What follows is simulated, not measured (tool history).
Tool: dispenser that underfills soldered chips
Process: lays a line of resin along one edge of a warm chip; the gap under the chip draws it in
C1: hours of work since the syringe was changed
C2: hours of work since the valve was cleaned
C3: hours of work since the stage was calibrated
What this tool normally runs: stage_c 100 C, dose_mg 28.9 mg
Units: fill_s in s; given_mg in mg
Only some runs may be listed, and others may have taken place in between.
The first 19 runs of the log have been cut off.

Run 20, day 5.146: usual settings but stage_c 98 C, dose_mg 27.2 mg; C1 6; C2 17; C3 147. Result: fill_s 98.8 s, given_mg 27.14 mg.
Run 21, day 5.3: usual settings but dose_mg 26.2 mg; C1 9; C2 19; C3 149. Result: fill_s 101.7 s, given_mg 26.13 mg.
At day 5.425: new syringe of resin.
Run 22, day 5.588: usual settings but stage_c 93 C, dose_mg 32.5 mg; C1 3; C2 24; C3 154. Result: fill_s 105.8 s, given_mg 32.32 mg.
Run 23, day 5.925: usual settings but stage_c 93 C, dose_mg 32.5 mg; C1 8; C2 29; C3 159. Result: fill_s 128.1 s, given_mg 32.08 mg.
At day 6.1: new syringe of resin.
Run 24, day 6.104: usual settings but stage_c 88 C, dose_mg 26.2 mg; C1 0; C2 31; C3 161. Result: fill_s 122 s, given_mg 25.96 mg.
Run 25, day 6.354: usual settings but stage_c 88 C, dose_mg 26.2 mg; C1 4; C2 35; C3 165. Result: fill_s 141.4 s, given_mg 25.99 mg.
Run 26, day 6.658: usual settings but stage_c 99 C, dose_mg 26.2 mg; C1 9; C2 40; C3 170. Result: fill_s 102.8 s, given_mg 25.8 mg.
At day 6.771: new syringe of resin.
At day 6.846: dispensing valve cleaned and set on the balance.
Run 27, day 6.867: usual settings but stage_c 111 C, dose_mg 27.8 mg; C1 1; C2 0; C3 173. Result: fill_s 44.8 s, given_mg 27.92 mg.
Run 28, day 7.225: usual settings but stage_c 112 C, dose_mg 35.8 mg; C1 7; C2 6; C3 178. Result: fill_s 52.5 s, given_mg 35.82 mg.
At day 7.488: new syringe of resin.
Run 29, day 7.488: usual settings but stage_c 109 C, dose_mg 32.4 mg; C1 0; C2 10; C3 182. Result: fill_s 46.6 s, given_mg 32.4 mg.
Run 30, day 7.683: usual settings but stage_c 109 C, dose_mg 32.4 mg; C1 3; C2 13; C3 185. Result: fill_s 52.9 s, given_mg 32.32 mg.
Run 31, day 8.046: usual settings but stage_c 104 C, dose_mg 30.3 mg; C1 9; C2 19; C3 191. Result: fill_s 80 s, given_mg 30.12 mg.
At day 8.188: new syringe of resin.
Run 32, day 8.204: usual settings but stage_c 106 C, dose_mg 28.8 mg; C1 0; C2 21; C3 193. Result: fill_s 53.5 s, given_mg 28.63 mg.
Run 33, day 8.454: usual settings but stage_c 115 C, dose_mg 35.1 mg; C1 4; C2 25; C3 197. Result: fill_s 43.2 s, given_mg 34.85 mg.
Run 34, day 8.729: usual settings but stage_c 90 C, dose_mg 37.5 mg; C1 9; C2 29; C3 201. Result: fill_s 148.8 s, given_mg 37.34 mg.
At day 8.867: new syringe of resin.
Run 35, day 9: usual settings but stage_c 90 C, dose_mg 37.5 mg; C1 2; C2 33; C3 206. Result: fill_s 119.7 s, given_mg 37.07 mg.
Run 36, day 9.196: usual settings but stage_c 90 C, dose_mg 37.5 mg; C1 5; C2 36; C3 209. Result: fill_s 133.2 s, given_mg 37.09 mg.

Branching from run 36: 3 alternative next runs. What would each branch give?
Run A, day 9.462: usual settings but stage_c 97 C, dose_mg 33.7 mg; C1 9; C2 40; C3 213. Result: fill_s ?, given_mg ?.
Run B, day 9.462: usual settings but stage_c 104 C, dose_mg 27.5 mg; C1 9; C2 40; C3 213. Result: fill_s ?, given_mg ?.
Run C, day 9.462: usual settings but stage_c 104 C, dose_mg 28.6 mg; C1 9; C2 40; C3 213. Result: fill_s ?, given_mg ?.

run  fill_s  given_mg
  A   113.4     33.29
  B    85.3     27.12
  C      85     28.22
The same runs, with their run-to-run variation unchanged, on a tool lacking any hidden condition would have given:
run  fill_s  given_mg
  A      80     33.76
  B    60.1     27.51
  C    59.9     28.62
